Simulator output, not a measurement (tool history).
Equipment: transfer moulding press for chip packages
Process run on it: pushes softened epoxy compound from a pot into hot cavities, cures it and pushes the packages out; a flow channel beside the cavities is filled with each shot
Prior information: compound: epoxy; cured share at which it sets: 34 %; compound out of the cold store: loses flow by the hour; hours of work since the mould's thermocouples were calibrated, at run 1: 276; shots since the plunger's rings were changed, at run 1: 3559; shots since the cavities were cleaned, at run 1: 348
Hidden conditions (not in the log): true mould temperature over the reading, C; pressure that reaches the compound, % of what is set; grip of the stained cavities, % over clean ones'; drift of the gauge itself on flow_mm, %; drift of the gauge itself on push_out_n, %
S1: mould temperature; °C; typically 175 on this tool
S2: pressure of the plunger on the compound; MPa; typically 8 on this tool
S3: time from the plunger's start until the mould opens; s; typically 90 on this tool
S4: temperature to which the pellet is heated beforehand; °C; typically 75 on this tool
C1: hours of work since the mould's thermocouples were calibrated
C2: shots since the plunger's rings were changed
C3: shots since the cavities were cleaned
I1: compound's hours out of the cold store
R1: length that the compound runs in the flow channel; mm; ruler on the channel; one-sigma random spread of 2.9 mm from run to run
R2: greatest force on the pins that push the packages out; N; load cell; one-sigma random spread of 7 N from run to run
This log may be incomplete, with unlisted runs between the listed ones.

Run 1, hour 0: usual settings; C1 276; C2 3559; C3 348; I1 37.3. Result: R1 465 mm, R2 338 N.
At hour 26: cavities cleaned with cleaning compound and waxed.
Run 2, hour 39.4: usual settings; C1 296; C2 3934; C3 132; I1 8.9. Result: R1 542 mm, R2 352 N.
At hour 90.4: cavities cleaned with cleaning compound and waxed.
Run 3, hour 93.1: usual settings; C1 323; C2 4451; C3 27; I1 16.2. Result: R1 515 mm, R2 318 N.
Run 4, hour 143.1: usual settings but S2 8.48 MPa; C1 348; C2 4946; C3 522; I1 25. Result: R1 502 mm, R2 391 N.
At hour 153.3: cavities cleaned with cleaning compound and waxed.
Run 5, hour 171.2: usual settings but S2 8.48 MPa; C1 362; C2 5209; C3 177; I1 41. Result: R1 460 mm, R2 329 N.
Run 6, hour 209: usual settings; C1 381; C2 5583; C3 551; I1 43. Result: R1 442 mm, R2 359 N.
At hour 214.2: cavities cleaned with cleaning compound and waxed.
At hour 229.5: plunger's sealing rings changed.
Run 7, hour 250.4: usual settings; C1 401; C2 206; C3 334; I1 17.5. Result: R1 530 mm, R2 364 N.
At hour 277.4: cavities cleaned with cleaning compound and waxed.
Run 8, hour 296.2: usual settings; C1 424; C2 645; C3 186; I1 13.8. Result: R1 538 mm, R2 354 N.
At hour 339.3: cavities cleaned with cleaning compound and waxed.
Run 9, hour 342.1: usual settings but S2 7.31 MPa; C1 446; C2 1084; C3 28; I1 40.6. Result: R1 443 mm, R2 302 N.
Run 10, hour 379.4: usual settings but S2 6.42 MPa, S3 87 s, S4 85 °C; C1 466; C2 1453; C3 397; I1 33.1. Result: R1 437 mm, R2 385 N.
At hour 399.8: cavities cleaned with cleaning compound and waxed.
Run 11, hour 411.3: usual settings but S1 169 °C, S2 8.33 MPa, S3 102 s, S4 82 °C; C1 481; C2 1754; C3 113; I1 14.4. Result: R1 560 mm, R2 411 N.
At hour 415.7: mould's thermocouples calibrated.
Run 12, hour 440.1: usual settings but S1 169 °C, S2 8.33 MPa, S3 102 s, S4 82 °C; C1 13; C2 2019; C3 378; I1 23.7. Result: R1 538 mm, R2 440 N.
At hour 462.8: cavities cleaned with cleaning compound and waxed.
Run 13, hour 478.7: usual settings but S1 177 °C, S3 75 s; C1 32; C2 2386; C3 157; I1 12. Result: R1 536 mm, R2 451 N.
Run 14, hour 513.1: usual settings but S1 180 °C, S2 6.29 MPa, S3 93 s, S4 71 °C; C1 49; C2 2727; C3 498; I1 45. Result: R1 393 mm, R2 310 N.
At hour 525.1: cavities cleaned with cleaning compound and waxed.
Run 15, hour 536.3: usual settings but S1 172 °C, S2 6.29 MPa, S3 81 s, S4 71 °C; C1 61; C2 2942; C3 112; I1 29.6. Result: R1 443 mm, R2 517 N.
Run 16, hour 568.4: usual settings but S1 179 °C, S2 8.14 MPa, S3 94 s; C1 77; C2 3259; C3 429; I1 25.2. Result: R1 489 mm, R2 305 N.

What if the next run were any one of these 5? Each begins from the tool's condition after run 16:
At hour 587.8: cavities cleaned with cleaning compound and waxed.
Run A, hour 602.7: usual settings but S1 179 °C, S2 8.14 MPa, S3 125 s, S4 77 °C; C1 94; C2 3584; C3 147; I1 10.5. Result: R1 ?, R2 ?.
At hour 587.8: cavities cleaned with cleaning compound and waxed.
Run B, hour 602.7: usual settings but S2 7.83 MPa, S4 84 °C; C1 94; C2 3584; C3 147; I1 38.8. Result: R1 ?, R2 ?.
At hour 587.8: cavities cleaned with cleaning compound and waxed.
Run C, hour 602.7: usual settings but S1 179 °C, S2 6.58 MPa, S3 88 s, S4 84 °C; C1 94; C2 3584; C3 147; I1 14.2. Result: R1 ?, R2 ?.
At hour 587.8: cavities cleaned with cleaning compound and waxed.
Run D, hour 602.7: usual settings but S2 6.7 MPa; C1 94; C2 3584; C3 147; I1 14.5. Result: R1 ?, R2 ?.
At hour 587.8: cavities cleaned with cleaning compound and waxed.
Run E, hour 602.7: usual settings but S1 169 °C, S2 8.83 MPa, S4 83 °C; C1 94; C2 3584; C3 147; I1 14.4. Result: R1 ?, R2 ?.

run   R1   R2
  A  538  251
  B  451  325
  C  464  300
  D  488  370
  E  574  528
With the hidden condition removed and each run's random variation left untouched, the same runs would have given:
run   R1   R2
  A  549  228
  B  460  279
  C  474  263
  D  498  314
  E  585  433

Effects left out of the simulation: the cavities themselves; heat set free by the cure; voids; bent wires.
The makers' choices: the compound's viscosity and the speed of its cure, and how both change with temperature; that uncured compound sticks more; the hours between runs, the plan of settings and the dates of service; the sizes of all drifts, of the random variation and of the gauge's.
